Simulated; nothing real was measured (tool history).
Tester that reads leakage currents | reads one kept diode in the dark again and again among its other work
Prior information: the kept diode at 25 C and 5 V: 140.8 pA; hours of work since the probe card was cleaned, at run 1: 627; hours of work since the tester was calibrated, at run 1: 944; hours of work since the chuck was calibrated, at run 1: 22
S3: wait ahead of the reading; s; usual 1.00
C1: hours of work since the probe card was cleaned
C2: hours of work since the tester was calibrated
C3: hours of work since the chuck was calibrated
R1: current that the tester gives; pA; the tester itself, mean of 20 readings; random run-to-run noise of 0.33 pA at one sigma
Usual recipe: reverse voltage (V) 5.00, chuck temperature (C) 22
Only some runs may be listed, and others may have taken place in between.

run 1 hour=0.0 | reverse_voltage_(V)=5.00 chuck_temperature_(C)=22 S3=1.00 | C1=627 C2=944 C3=22 | R1=111.22
run 2 hour=84.6 | reverse_voltage_(V)=5.00 chuck_temperature_(C)=22 S3=1.00 | C1=679 C2=995 C3=74 | R1=112.03
run 3 hour=194.1 | reverse_voltage_(V)=5.00 chuck_temperature_(C)=22 S3=1.00 | C1=745 C2=1062 C3=140 | R1=112.80
run 4 hour=289.6 | reverse_voltage_(V)=8.93 chuck_temperature_(C)=22 S3=1.00 | C1=803 C2=1120 C3=198 | R1=151.81
run 5 hour=408.1 | reverse_voltage_(V)=5.00 chuck_temperature_(C)=22 S3=1.00 | C1=875 C2=1191 C3=270 | R1=115.06
run 6 hour=501.0 | reverse_voltage_(V)=5.00 chuck_temperature_(C)=22 S3=1.00 | C1=931 C2=1248 C3=326 | R1=116.43
run 7 hour=627.7 | reverse_voltage_(V)=5.00 chuck_temperature_(C)=22 S3=1.00 | C1=1008 C2=1325 C3=403 | R1=117.07
run 8 hour=783.8 | reverse_voltage_(V)=10.76 chuck_temperature_(C)=22 S3=1.00 | C1=1102 C2=1419 C3=497 | R1=173.41
run 9 hour=897.4 | reverse_voltage_(V)=10.76 chuck_temperature_(C)=22 S3=1.00 | C1=1171 C2=1488 C3=566 | R1=174.33
run 10 hour=1026.7 | reverse_voltage_(V)=10.76 chuck_temperature_(C)=23 S3=1.00 | C1=1250 C2=1566 C3=644 | R1=191.40
run 11 hour=1137.7 | reverse_voltage_(V)=10.76 chuck_temperature_(C)=23 S3=1.00 | C1=1317 C2=1634 C3=712 | R1=194.24
run 12 hour=1268.0 | reverse_voltage_(V)=10.76 chuck_temperature_(C)=23 S3=1.00 | C1=1396 C2=1713 C3=791 | R1=196.43
run 13 hour=1355.5 | reverse_voltage_(V)=10.76 chuck_temperature_(C)=23 S3=1.00 | C1=1449 C2=1766 C3=844 | R1=198.05
run 14 hour=1504.2 | reverse_voltage_(V)=10.76 chuck_temperature_(C)=23 S3=1.00 | C1=1539 C2=1856 C3=934 | R1=201.28
run 15 hour=1636.4 | reverse_voltage_(V)=10.76 chuck_temperature_(C)=23 S3=1.00 | C1=1619 C2=1936 C3=1014 | R1=203.56
run 16 hour=1734.3 | reverse_voltage_(V)=15.56 chuck_temperature_(C)=22 S3=1.00 | C1=1678 C2=1995 C3=1073 | R1=224.78
run 17 hour=1876.2 | reverse_voltage_(V)=15.56 chuck_temperature_(C)=22 S3=1.00 | C1=1764 C2=2081 C3=1159 | R1=228.06
-- hour=1889.9 tester calibrated
run 18 hour=1983.0 | reverse_voltage_(V)=2.14 chuck_temperature_(C)=26 S3=1.00 | C1=1828 C2=56 C3=1223 | R1=123.63
run 19 hour=2144.9 | reverse_voltage_(V)=2.14 chuck_temperature_(C)=26 S3=1.00 | C1=1926 C2=155 C3=1321 | R1=126.11
run 20 hour=2216.3 | reverse_voltage_(V)=1.48 chuck_temperature_(C)=51 S3=0.93 | C1=1969 C2=198 C3=1364 | R1=748.90
run 21 hour=2381.5 | reverse_voltage_(V)=2.47 chuck_temperature_(C)=34 S3=1.00 | C1=2069 C2=298 C3=1464 | R1=266.46
-- hour=2411.8 chuck's temperature calibrated
run 22 hour=2492.9 | reverse_voltage_(V)=2.47 chuck_temperature_(C)=34 S3=1.00 | C1=2136 C2=364 C3=49 | R1=221.37
-- hour=2507.5 tester calibrated, once more
run 23 hour=2575.8 | reverse_voltage_(V)=2.47 chuck_temperature_(C)=39 S3=1.00 | C1=2185 C2=41 C3=98 | R1=327.27
run 24 hour=2653.2 | reverse_voltage_(V)=1.45 chuck_temperature_(C)=44 S3=1.05 | C1=2232 C2=88 C3=145 | R1=375.75
run 25 hour=2829.6 | reverse_voltage_(V)=4.40 chuck_temperature_(C)=44 S3=1.05 | C1=2338 C2=195 C3=252 | R1=648.51
run 26 hour=2992.0 | reverse_voltage_(V)=10.36 chuck_temperature_(C)=29 S3=0.38 | C1=2437 C2=294 C3=350 | R1=301.61

Each row is a separate what-if for the run after 26, all from the same tool condition, not one after another. Results?
run A hour=3065.8 | reverse_voltage_(V)=10.36 chuck_temperature_(C)=39 S3=0.38 | C1=2482 C2=338 C3=395 | R1=?
run B hour=3065.8 | reverse_voltage_(V)=8.06 chuck_temperature_(C)=22 S3=6.81 | C1=2482 C2=338 C3=395 | R1=?
run C hour=3065.8 | reverse_voltage_(V)=10.36 chuck_temperature_(C)=20 S3=3.04 | C1=2482 C2=338 C3=395 | R1=?
run D hour=3065.8 | reverse_voltage_(V)=2.39 chuck_temperature_(C)=29 S3=0.38 | C1=2482 C2=338 C3=395 | R1=?
run E hour=3065.8 | reverse_voltage_(V)=17.03 chuck_temperature_(C)=22 S3=1.00 | C1=2482 C2=338 C3=395 | R1=?

run=A R1=679.36
run=B R1=148.33
run=C R1=140.69
run=D R1=148.42
run=E R1=214.57
With the hidden condition removed and each run's random variation left untouched, the same runs would have given:
run=A R1=639.48
run=B R1=137.05
run=C R1=129.12
run=D R1=139.18
run=E R1=196.80
